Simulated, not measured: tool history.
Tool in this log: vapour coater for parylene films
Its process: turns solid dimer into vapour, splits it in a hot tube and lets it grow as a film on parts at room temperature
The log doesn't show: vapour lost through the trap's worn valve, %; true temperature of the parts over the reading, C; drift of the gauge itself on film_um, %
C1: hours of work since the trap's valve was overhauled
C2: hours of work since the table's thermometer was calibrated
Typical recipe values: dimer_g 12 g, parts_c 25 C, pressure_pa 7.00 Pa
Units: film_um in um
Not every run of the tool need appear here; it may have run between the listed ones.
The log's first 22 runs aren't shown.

{"run": 23, "hour": 597.8, "dimer_g": 19, "parts_c": 27, "pressure_pa": 11.49, "C1": 118, "C2": 1000, "film_um": 2.57}
{"run": 24, "hour": 628.4, "dimer_g": 13, "parts_c": 34, "pressure_pa": 2.84, "C1": 140, "C2": 1023, "film_um": 1.74}
{"run": 25, "hour": 655.4, "dimer_g": 13, "parts_c": 34, "pressure_pa": 2.84, "C1": 160, "C2": 1042, "film_um": 1.8}
{"run": 26, "hour": 677.4, "dimer_g": 16, "parts_c": 20, "pressure_pa": 5.66, "C1": 176, "C2": 1059, "film_um": 2.98}
{"run": 27, "hour": 696.1, "dimer_g": 7, "parts_c": 28, "pressure_pa": 2.04, "C1": 190, "C2": 1072, "film_um": 1.2}
{"run": 28, "hour": 718.3, "dimer_g": 7, "parts_c": 31, "pressure_pa": 2.22, "C1": 206, "C2": 1088, "film_um": 1.11}
{"run": 29, "hour": 737.9, "dimer_g": 7, "parts_c": 35, "pressure_pa": 2.22, "C1": 220, "C2": 1103, "film_um": 0.97}
{"run": 30, "hour": 765.9, "dimer_g": 11, "parts_c": 17, "pressure_pa": 7.0, "C1": 241, "C2": 1123, "film_um": 2.17}
{"run": 31, "hour": 804.7, "dimer_g": 12, "parts_c": 26, "pressure_pa": 2.14, "C1": 269, "C2": 1151, "film_um": 2.19}
{"run": 32, "hour": 825.0, "dimer_g": 13, "parts_c": 20, "pressure_pa": 9.94, "C1": 284, "C2": 1166, "film_um": 2.22}
{"run": 33, "hour": 852.6, "dimer_g": 13, "parts_c": 20, "pressure_pa": 9.94, "C1": 304, "C2": 1186, "film_um": 2.24}
{"run": 34, "hour": 885.5, "dimer_g": 5, "parts_c": 20, "pressure_pa": 3.78, "C1": 328, "C2": 1210, "film_um": 0.96}
{"run": 35, "hour": 915.6, "dimer_g": 12, "parts_c": 22, "pressure_pa": 7.0, "C1": 350, "C2": 1232, "film_um": 2.03}
{"run": 36, "hour": 940.2, "dimer_g": 15, "parts_c": 24, "pressure_pa": 2.6, "C1": 368, "C2": 1250, "film_um": 2.8}
{"run": 37, "hour": 965.5, "dimer_g": 15, "parts_c": 24, "pressure_pa": 2.6, "C1": 386, "C2": 1269, "film_um": 2.82}
{"run": 38, "hour": 981.8, "dimer_g": 15, "parts_c": 33, "pressure_pa": 9.77, "C1": 398, "C2": 1281, "film_um": 1.72}
{"run": 39, "hour": 1014.5, "dimer_g": 15, "parts_c": 21, "pressure_pa": 6.17, "C1": 422, "C2": 1305, "film_um": 2.57}
{"run": 40, "hour": 1048.6, "dimer_g": 15, "parts_c": 21, "pressure_pa": 6.17, "C1": 447, "C2": 1329, "film_um": 2.63}

Forecast each of these 4 alternatives for the next run:
{"run": "A", "hour": 1073.2, "dimer_g": 9, "parts_c": 22, "pressure_pa": 7.0, "C1": 465, "C2": 1347, "film_um": "?"}
{"run": "B", "hour": 1073.2, "dimer_g": 12, "parts_c": 25, "pressure_pa": 3.17, "C1": 465, "C2": 1347, "film_um": "?"}
{"run": "C", "hour": 1073.2, "dimer_g": 15, "parts_c": 22, "pressure_pa": 6.17, "C1": 465, "C2": 1347, "film_um": "?"}
{"run": "D", "hour": 1073.2, "dimer_g": 15, "parts_c": 30, "pressure_pa": 6.17, "C1": 465, "C2": 1347, "film_um": "?"}

run=A film_um=1.51
run=B film_um=2.16
run=C film_um=2.61
run=D film_um=2.04
What these runs would have given with no unlogged condition in the tool:
run=A film_um=1.52
run=B film_um=2.18
run=C film_um=2.63
run=D film_um=2.06
